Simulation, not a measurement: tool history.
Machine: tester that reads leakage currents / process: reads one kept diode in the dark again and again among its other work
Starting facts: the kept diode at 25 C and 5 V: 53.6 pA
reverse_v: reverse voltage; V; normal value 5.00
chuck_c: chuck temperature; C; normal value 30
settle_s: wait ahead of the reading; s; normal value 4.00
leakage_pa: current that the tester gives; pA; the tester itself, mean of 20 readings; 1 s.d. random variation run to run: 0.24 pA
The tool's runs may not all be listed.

run    hour  reverse_v  chuck_c  settle_s  leakage_pa
  1     0.0       5.00       30      4.00       78.30
  2    97.2       5.00       30      4.00       78.65
  3   202.2       5.00       30      4.00       78.49
  4   299.2       5.00       30      4.00       78.09
  5   379.9       5.00       30      4.00       78.51
  6   547.1       5.00       30      4.00       78.03
  7   674.0       5.00       30      4.00       78.15
  8   791.3       5.00       30      4.00       77.71
      944.3  -- chuck's temperature calibrated
  9   956.1       5.00       30      4.00       82.93
 10  1088.1       1.95       30      3.19       54.98
 11  1230.8       7.31       25      4.00       71.55
 12  1353.9       6.69       40      1.24      177.44
 13  1491.8       5.00       30      3.64       82.78
 14  1654.8       1.14       30      6.89       43.03
 15  1727.7       1.14       30      6.89       42.85
 16  1893.5       5.69       30      2.25       87.37
 17  1988.3       1.06       30      3.92       41.67

Predict each of these 4 candidate next runs independently; none follows another, all start after run 17:
  A  2063.6       5.00       30      1.84           ?
  B  2063.6      19.90       30      4.00           ?
  C  2063.6       1.04       45      3.92           ?
  D  2063.6       2.40       35      4.00           ?

run  leakage_pa
  A       81.64
  B      160.10
  C      109.46
  D       81.78
Had the tool no hidden state, the same runs would have come out as:
run  leakage_pa
  A       77.27
  B      133.88
  C      113.11
  D       81.83
